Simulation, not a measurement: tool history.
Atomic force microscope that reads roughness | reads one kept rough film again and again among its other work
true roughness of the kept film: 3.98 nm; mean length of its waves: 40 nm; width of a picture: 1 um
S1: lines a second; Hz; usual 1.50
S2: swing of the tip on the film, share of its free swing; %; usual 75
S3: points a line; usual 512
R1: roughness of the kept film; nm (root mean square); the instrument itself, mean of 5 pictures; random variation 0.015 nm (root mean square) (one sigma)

{"run": 1, "hour": 0.0, "S1": 1.5, "S2": 75, "S3": 512, "R1": 3.072}
{"run": 2, "hour": 14.1, "S1": 1.5, "S2": 75, "S3": 512, "R1": 3.077}
{"run": 3, "hour": 22.4, "S1": 1.5, "S2": 75, "S3": 512, "R1": 3.087}
{"run": 4, "hour": 36.9, "S1": 1.5, "S2": 75, "S3": 512, "R1": 3.05}
{"run": 5, "hour": 45.5, "S1": 1.5, "S2": 75, "S3": 512, "R1": 2.995}
{"run": 6, "hour": 53.7, "S1": 1.5, "S2": 75, "S3": 512, "R1": 3.021}
{"run": 7, "hour": 60.6, "S1": 1.5, "S2": 75, "S3": 512, "R1": 3.021}
{"run": 8, "hour": 76.1, "S1": 1.5, "S2": 68, "S3": 512, "R1": 3.053}
{"hour": 81.0, "done": "new tip fitted"}
{"run": 9, "hour": 91.8, "S1": 1.5, "S2": 71, "S3": 512, "R1": 3.541}
{"run": 10, "hour": 105.1, "S1": 1.5, "S2": 75, "S3": 311, "R1": 3.435}
{"run": 11, "hour": 118.4, "S1": 1.5, "S2": 75, "S3": 311, "R1": 3.434}
{"run": 12, "hour": 127.0, "S1": 1.5, "S2": 75, "S3": 512, "R1": 3.429}
{"run": 13, "hour": 139.4, "S1": 1.5, "S2": 75, "S3": 512, "R1": 3.423}
{"run": 14, "hour": 153.4, "S1": 1.5, "S2": 82, "S3": 512, "R1": 3.29}
{"run": 15, "hour": 168.3, "S1": 1.5, "S2": 82, "S3": 279, "R1": 3.25}
{"run": 16, "hour": 183.2, "S1": 1.5, "S2": 75, "S3": 512, "R1": 3.351}
{"run": 17, "hour": 193.9, "S1": 1.41, "S2": 64, "S3": 358, "R1": 3.471}
{"run": 18, "hour": 209.8, "S1": 1.41, "S2": 64, "S3": 358, "R1": 3.443}
{"run": 19, "hour": 217.0, "S1": 3.66, "S2": 83, "S3": 358, "R1": 2.78}
{"run": 20, "hour": 232.6, "S1": 0.66, "S2": 56, "S3": 405, "R1": 3.49}
{"run": 21, "hour": 244.4, "S1": 1.14, "S2": 82, "S3": 316, "R1": 3.219}
{"run": 22, "hour": 253.5, "S1": 1.14, "S2": 82, "S3": 316, "R1": 3.234}
{"run": 23, "hour": 267.0, "S1": 1.08, "S2": 81, "S3": 332, "R1": 3.211}
{"run": 24, "hour": 281.5, "S1": 3.91, "S2": 83, "S3": 380, "R1": 2.638}
{"run": 25, "hour": 297.0, "S1": 1.5, "S2": 75, "S3": 305, "R1": 3.197}
{"run": 26, "hour": 304.4, "S1": 3.33, "S2": 80, "S3": 812, "R1": 2.807}
{"run": 27, "hour": 312.3, "S1": 2.49, "S2": 58, "S3": 851, "R1": 3.28}
{"run": 28, "hour": 325.7, "S1": 1.5, "S2": 59, "S3": 386, "R1": 3.268}
{"run": 29, "hour": 336.9, "S1": 1.5, "S2": 59, "S3": 885, "R1": 3.265}
{"run": 30, "hour": 348.4, "S1": 0.9, "S2": 59, "S3": 345, "R1": 3.283}
{"run": 31, "hour": 355.4, "S1": 2.51, "S2": 59, "S3": 375, "R1": 3.161}

The same runs without the tool's hidden state, with the same run-to-run variation:
The hidden state here: radius of the tip, nm; height scale over the true one, %; drift of the gauge itself on roughness_nm, %.
run=1 R1=3.492
run=2 R1=3.521
run=3 R1=3.544
run=4 R1=3.524
run=5 R1=3.474
run=6 R1=3.514
run=7 R1=3.524
run=8 R1=3.583
run=9 R1=3.559
run=10 R1=3.476
run=11 R1=3.497
run=12 R1=3.505
run=13 R1=3.519
run=14 R1=3.404
run=15 R1=3.386
run=16 R1=3.512
run=17 R1=3.658
run=18 R1=3.651
run=19 R1=2.959
run=20 R1=3.742
run=21 R1=3.468
run=22 R1=3.495
run=23 R1=3.492
run=24 R1=2.887
run=25 R1=3.522
run=26 R1=3.103
run=27 R1=3.638
run=28 R1=3.647
run=29 R1=3.661
run=30 R1=3.702
run=31 R1=3.573

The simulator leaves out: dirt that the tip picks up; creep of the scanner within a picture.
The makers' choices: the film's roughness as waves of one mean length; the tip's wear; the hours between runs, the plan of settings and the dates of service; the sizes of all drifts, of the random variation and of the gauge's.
